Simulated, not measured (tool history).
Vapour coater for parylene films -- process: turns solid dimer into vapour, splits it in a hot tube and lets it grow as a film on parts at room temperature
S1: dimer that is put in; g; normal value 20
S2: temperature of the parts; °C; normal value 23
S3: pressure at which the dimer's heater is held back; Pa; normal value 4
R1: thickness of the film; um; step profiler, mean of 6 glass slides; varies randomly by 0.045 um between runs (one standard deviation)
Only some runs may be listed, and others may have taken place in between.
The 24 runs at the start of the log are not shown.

{"run": 25, "day": 12.538, "S1": 16, "S2": 23, "S3": 4.57, "R1": 6.6}
{"run": 26, "day": 13.2, "S1": 16, "S2": 21, "S3": 2.12, "R1": 7.47}
{"run": 27, "day": 13.912, "S1": 16, "S2": 21, "S3": 2.12, "R1": 7.39}
{"run": 28, "day": 14.325, "S1": 20, "S2": 27, "S3": 2.28, "R1": 7.83}
{"run": 29, "day": 14.721, "S1": 20, "S2": 32, "S3": 10.86, "R1": 6.05}
{"day": 15.192, "done": "trap's valve overhauled"}
{"run": 30, "day": 15.504, "S1": 23, "S2": 27, "S3": 6.95, "R1": 8.78}
{"run": 31, "day": 16.167, "S1": 14, "S2": 33, "S3": 2.95, "R1": 4.87}
{"run": 32, "day": 16.817, "S1": 14, "S2": 33, "S3": 2.73, "R1": 4.91}
{"run": 33, "day": 17.5, "S1": 9, "S2": 23, "S3": 5.52, "R1": 3.88}
{"run": 34, "day": 18.075, "S1": 11, "S2": 18, "S3": 3.9, "R1": 5.55}
{"run": 35, "day": 18.621, "S1": 11, "S2": 18, "S3": 3.9, "R1": 5.5}
{"run": 36, "day": 19.112, "S1": 20, "S2": 23, "S3": 3.08, "R1": 8.95}
{"run": 37, "day": 19.608, "S1": 20, "S2": 19, "S3": 10.35, "R1": 8.79}
{"run": 38, "day": 19.962, "S1": 29, "S2": 19, "S3": 9.36, "R1": 12.96}
{"run": 39, "day": 20.367, "S1": 20, "S2": 23, "S3": 4, "R1": 8.65}
{"day": 20.517, "done": "table's thermometer calibrated"}
{"run": 40, "day": 20.829, "S1": 20, "S2": 23, "S3": 4, "R1": 8.52}
{"run": 41, "day": 21.167, "S1": 25, "S2": 24, "S3": 6.62, "R1": 9.95}
{"run": 42, "day": 21.775, "S1": 20, "S2": 30, "S3": 6.79, "R1": 6.77}
{"run": 43, "day": 22.1, "S1": 20, "S2": 30, "S3": 6.79, "R1": 6.77}
{"run": 44, "day": 22.546, "S1": 20, "S2": 18, "S3": 5.33, "R1": 9.41}
{"run": 45, "day": 22.912, "S1": 20, "S2": 18, "S3": 5.33, "R1": 9.34}
{"run": 46, "day": 23.246, "S1": 21, "S2": 19, "S3": 11.3, "R1": 8.99}
{"run": 47, "day": 23.825, "S1": 13, "S2": 23, "S3": 2.13, "R1": 5.77}

Consider 4 possible next runs. They are alternatives, not a sequence: every one starts from the tool as it was left by run 47. What does each give?
{"run": "A", "day": 24.4, "S1": 20, "S2": 23, "S3": 3.35, "R1": "?"}
{"run": "B", "day": 24.4, "S1": 12, "S2": 23, "S3": 5.93, "R1": "?"}
{"run": "C", "day": 24.4, "S1": 13, "S2": 19, "S3": 4.78, "R1": "?"}
{"run": "D", "day": 24.4, "S1": 13, "S2": 21, "S3": 2.13, "R1": "?"}

run=A R1=8.51
run=B R1=4.89
run=C R1=5.98
run=D R1=6.03
Had the tool no hidden state, the same runs would have come out as:
run=A R1=8.96
run=B R1=5.15
run=C R1=6.3
run=D R1=6.35

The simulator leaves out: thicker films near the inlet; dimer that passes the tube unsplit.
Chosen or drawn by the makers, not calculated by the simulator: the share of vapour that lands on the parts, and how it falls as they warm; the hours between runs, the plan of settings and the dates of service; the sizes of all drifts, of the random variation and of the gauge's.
